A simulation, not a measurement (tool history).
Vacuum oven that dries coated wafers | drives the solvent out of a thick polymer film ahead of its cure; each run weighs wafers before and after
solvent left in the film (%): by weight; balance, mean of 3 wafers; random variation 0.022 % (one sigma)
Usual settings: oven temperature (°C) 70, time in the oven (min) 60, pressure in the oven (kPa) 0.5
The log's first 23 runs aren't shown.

Run 24, hour 1001.1: usual settings but oven temperature (°C) 74, time in the oven (min) 42. Result: solvent left in the film (%) 1.8.
Run 25, hour 1046.3: usual settings but time in the oven (min) 34, pressure in the oven (kPa) 0.317. Result: solvent left in the film (%) 2.96.
Run 26, hour 1073.2: usual settings but oven temperature (°C) 67, time in the oven (min) 70, pressure in the oven (kPa) 1.955. Result: solvent left in the film (%) 2.53.
Run 27, hour 1124.9: usual settings but oven temperature (°C) 59, time in the oven (min) 64, pressure in the oven (kPa) 0.57. Result: solvent left in the film (%) 3.11.
Run 28, hour 1156.3: usual settings but oven temperature (°C) 56, pressure in the oven (kPa) 1.585. Result: solvent left in the film (%) 4.92.
At hour 1162: vacuum gauge cleaned of residue and calibrated.
Run 29, hour 1192.7: usual settings but pressure in the oven (kPa) 0.262. Result: solvent left in the film (%) 1.51.
Run 30, hour 1247.2: usual settings but oven temperature (°C) 63. Result: solvent left in the film (%) 2.66.
Run 31, hour 1275.4: usual settings but oven temperature (°C) 82, time in the oven (min) 32. Result: solvent left in the film (%) 1.55.
Run 32, hour 1306: usual settings but oven temperature (°C) 62, time in the oven (min) 51, pressure in the oven (kPa) 0.412. Result: solvent left in the film (%) 3.34.
Run 33, hour 1343.6: usual settings but oven temperature (°C) 69, time in the oven (min) 40, pressure in the oven (kPa) 0.967. Result: solvent left in the film (%) 3.09.
Run 34, hour 1379.5: usual settings but oven temperature (°C) 64. Result: solvent left in the film (%) 2.53.
At hour 1422.2: vacuum gauge cleaned of residue and calibrated, once more.
Run 35, hour 1431.3: usual settings but oven temperature (°C) 63, time in the oven (min) 59, pressure in the oven (kPa) 1.865. Result: solvent left in the film (%) 2.97.
Run 36, hour 1477.8: usual settings but oven temperature (°C) 63, time in the oven (min) 59, pressure in the oven (kPa) 1.865. Result: solvent left in the film (%) 2.95.
Run 37, hour 1513.2: usual settings but oven temperature (°C) 63, time in the oven (min) 59, pressure in the oven (kPa) 1.865. Result: solvent left in the film (%) 2.96.
Run 38, hour 1568.9: usual settings but oven temperature (°C) 68, time in the oven (min) 41, pressure in the oven (kPa) 0.368. Result: solvent left in the film (%) 2.23.
Run 39, hour 1618.2: usual settings but oven temperature (°C) 74, pressure in the oven (kPa) 0.359. Result: solvent left in the film (%) 0.61.
Run 40, hour 1673.7: usual settings but oven temperature (°C) 60, time in the oven (min) 51, pressure in the oven (kPa) 0.305. Result: solvent left in the film (%) 2.83.
Run 41, hour 1717.5: usual settings but oven temperature (°C) 60, time in the oven (min) 51, pressure in the oven (kPa) 0.305. Result: solvent left in the film (%) 2.85.
Run 42, hour 1770.7: usual settings but oven temperature (°C) 59, time in the oven (min) 89. Result: solvent left in the film (%) 1.44.
Run 43, hour 1829.3: usual settings but oven temperature (°C) 82, time in the oven (min) 43, pressure in the oven (kPa) 0.256. Result: solvent left in the film (%) 0.51.

Forecast each of these 4 alternatives for the next run:
Run A, hour 1880: usual settings but oven temperature (°C) 62, time in the oven (min) 83, pressure in the oven (kPa) 0.436. Result: solvent left in the film (%) ?.
Run B, hour 1880: usual settings but oven temperature (°C) 59, time in the oven (min) 33, pressure in the oven (kPa) 0.341. Result: solvent left in the film (%) ?.
Run C, hour 1880: usual settings but oven temperature (°C) 82, time in the oven (min) 50, pressure in the oven (kPa) 0.383. Result: solvent left in the film (%) ?.
Run D, hour 1880: usual settings but oven temperature (°C) 82, time in the oven (min) 84, pressure in the oven (kPa) 0.655. Result: solvent left in the film (%) ?.

run  solvent left in the film (%)
  A                          1.21
  B                          4.82
  C                          0.43
  D                          0.28
Without the tool's hidden state the same runs would have given:
run  solvent left in the film (%)
  A                           1.2
  B                          4.88
  C                          0.41
  D                          0.25

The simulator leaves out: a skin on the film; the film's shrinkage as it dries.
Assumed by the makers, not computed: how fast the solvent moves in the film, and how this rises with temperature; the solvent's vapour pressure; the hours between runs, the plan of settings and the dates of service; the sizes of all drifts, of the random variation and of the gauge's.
